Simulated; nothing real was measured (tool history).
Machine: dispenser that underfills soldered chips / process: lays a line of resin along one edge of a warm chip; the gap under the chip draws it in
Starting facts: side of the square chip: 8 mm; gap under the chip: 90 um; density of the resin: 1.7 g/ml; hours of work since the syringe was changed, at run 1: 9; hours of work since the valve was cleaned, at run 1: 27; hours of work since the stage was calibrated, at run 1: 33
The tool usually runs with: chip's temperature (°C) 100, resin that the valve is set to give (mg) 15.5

run    day  chip's temperature (°C)  resin that the valve is set to give (mg)  hours of work since the syringe was changed  hours of work since the valve was cleaned  hours of work since the stage was calibrated  time until the resin shows at the far edge (s)  resin that the valve gave (mg)
  1  0.000                      100                                      15.5                                            9                                         27                                            33                                            65.4                           15.13
     0.183  -- new syringe of resin
  2  0.254                      100                                      15.5                                            1                                         31                                            38                                            47.6                           15.07
  3  0.750                      100                                      15.5                                           10                                         40                                            46                                            67.6                           15.11
     0.867  -- new syringe of resin
  4  1.221                      100                                      15.5                                            6                                         48                                            55                                            59.2                           14.92
     1.550  -- new syringe of resin
  5  1.550                      100                                      15.5                                            0                                         54                                            60                                            43.5                           14.82
  6  1.788                      100                                      15.5                                            4                                         58                                            65                                            52.0                           14.80
  7  2.150                      100                                      15.5                                           11                                         65                                            71                                            69.9                           14.62
     2.229  -- new syringe of resin
  8  2.467                      100                                      15.5                                            4                                         70                                            76                                            54.7                           14.64
  9  2.767                      100                                      13.3                                           10                                         75                                            82                                            70.0                           12.50
     2.917  -- new syringe of resin
 10  3.079                      100                                      13.3                                            3                                         81                                            87                                            53.3                           12.37
     3.483  -- dispensing valve cleaned and set on the balance
 11  3.596                      100                                      13.3                                           11                                          2                                            96                                            73.7                           13.20
     3.642  -- new syringe of resin
 12  4.083                      113                                      19.3                                            8                                         10                                           104                                            44.0                           19.15
     4.350  -- new syringe of resin
 13  4.433                      113                                      19.3                                            1                                         16                                           110                                            33.7                           18.99
 14  4.862                      113                                      14.3                                            9                                         24                                           118                                            47.4                           14.10
     5.054  -- new syringe of resin
 15  5.221                      100                                      16.6                                            3                                         30                                           124                                            49.7                           16.20
 16  5.483                      100                                      16.6                                            8                                         35                                           128                                            60.2                           16.11

Below are 3 alternative next runs, each starting from the tool's condition after run 16. Predict each:
     5.738  -- new syringe of resin
  A  5.996                      100                                      18.9                                            5                                         44                                           137                                               ?                               ?
     5.738  -- new syringe of resin
  B  5.996                      109                                      17.4                                            5                                         44                                           137                                               ?                               ?
     5.738  -- new syringe of resin
  C  5.996                      100                                      14.1                                            5                                         44                                           137                                               ?                               ?

run  time until the resin shows at the far edge (s)  resin that the valve gave (mg)
  A                                            53.0                           18.21
  B                                            41.6                           16.93
  C                                            55.1                           13.68
With the hidden condition removed and each run's random variation left untouched, the same runs would have given:
run  time until the resin shows at the far edge (s)  resin that the valve gave (mg)
  A                                            44.0                           18.82
  B                                            34.5                           17.49
  C                                            45.6                           14.14
